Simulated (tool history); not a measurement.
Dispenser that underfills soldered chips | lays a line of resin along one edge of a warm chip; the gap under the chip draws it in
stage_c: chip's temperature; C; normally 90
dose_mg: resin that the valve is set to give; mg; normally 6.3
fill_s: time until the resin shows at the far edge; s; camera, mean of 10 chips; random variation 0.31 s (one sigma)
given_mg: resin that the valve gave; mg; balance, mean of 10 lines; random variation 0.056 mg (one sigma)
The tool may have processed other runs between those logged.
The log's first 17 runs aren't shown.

-- hour=137.7 new syringe of resin
run 18 hour=144.3 | stage_c=90 dose_mg=8.17 | fill_s=11.6 given_mg=7.69
run 19 hour=151.5 | stage_c=98 dose_mg=6.19 | fill_s=11.5 given_mg=5.78
-- hour=152.4 new syringe of resin
run 20 hour=158 | stage_c=98 dose_mg=6.19 | fill_s=8 given_mg=5.86
-- hour=167.6 new syringe of resin
run 21 hour=168 | stage_c=98 dose_mg=6.19 | fill_s=5.7 given_mg=5.78
run 22 hour=176.3 | stage_c=82 dose_mg=6.04 | fill_s=20 given_mg=5.52
-- hour=182.3 new syringe of resin
run 23 hour=182.3 | stage_c=82 dose_mg=6.04 | fill_s=13.5 given_mg=5.47
run 24 hour=187.3 | stage_c=99 dose_mg=6.3 | fill_s=6.8 given_mg=5.69
run 25 hour=195.7 | stage_c=99 dose_mg=6.3 | fill_s=10.7 given_mg=5.76
-- hour=197 new syringe of resin
run 26 hour=204.9 | stage_c=99 dose_mg=7.66 | fill_s=7.8 given_mg=7
-- hour=211.7 new syringe of resin
run 27 hour=212.5 | stage_c=82 dose_mg=6.3 | fill_s=13.7 given_mg=5.62
run 28 hour=221.1 | stage_c=86 dose_mg=7.9 | fill_s=16.4 given_mg=7.08
-- hour=226.7 new syringe of resin
run 29 hour=228.1 | stage_c=88 dose_mg=5.99 | fill_s=10.7 given_mg=5.31
run 30 hour=233.8 | stage_c=81 dose_mg=6.45 | fill_s=18.4 given_mg=5.73
-- hour=241.7 new syringe of resin
run 31 hour=241.7 | stage_c=79 dose_mg=8.17 | fill_s=14.3 given_mg=7.16
run 32 hour=246.3 | stage_c=90 dose_mg=7.63 | fill_s=10.8 given_mg=6.67
run 33 hour=251.4 | stage_c=90 dose_mg=6.37 | fill_s=14.4 given_mg=5.61
-- hour=256.8 new syringe of resin
-- hour=259.9 dispensing valve cleaned and set on the balance
run 34 hour=259.9 | stage_c=90 dose_mg=6.37 | fill_s=8.9 given_mg=6.36
run 35 hour=267.3 | stage_c=88 dose_mg=6.37 | fill_s=15.2 given_mg=6.3
-- hour=273.2 new syringe of resin
run 36 hour=275.2 | stage_c=88 dose_mg=7.34 | fill_s=9.8 given_mg=7.26

Branching from run 36: 4 alternative next runs. What would each branch give?
run A hour=282.2 | stage_c=87 dose_mg=6.26 | fill_s=? given_mg=?
run B hour=282.2 | stage_c=91 dose_mg=5.92 | fill_s=? given_mg=?
run C hour=282.2 | stage_c=90 dose_mg=5.99 | fill_s=? given_mg=?
run D hour=282.2 | stage_c=96 dose_mg=6.3 | fill_s=? given_mg=?

run=A fill_s=15.6 given_mg=6.2
run=B fill_s=12.9 given_mg=5.81
run=C fill_s=13.7 given_mg=5.83
run=D fill_s=10 given_mg=6.24
Without the tool's hidden state the same runs would have given:
run=A fill_s=9.5 given_mg=6.3
run=B fill_s=8 given_mg=5.9
run=C fill_s=8.5 given_mg=5.92
run=D fill_s=6.1 given_mg=6.34

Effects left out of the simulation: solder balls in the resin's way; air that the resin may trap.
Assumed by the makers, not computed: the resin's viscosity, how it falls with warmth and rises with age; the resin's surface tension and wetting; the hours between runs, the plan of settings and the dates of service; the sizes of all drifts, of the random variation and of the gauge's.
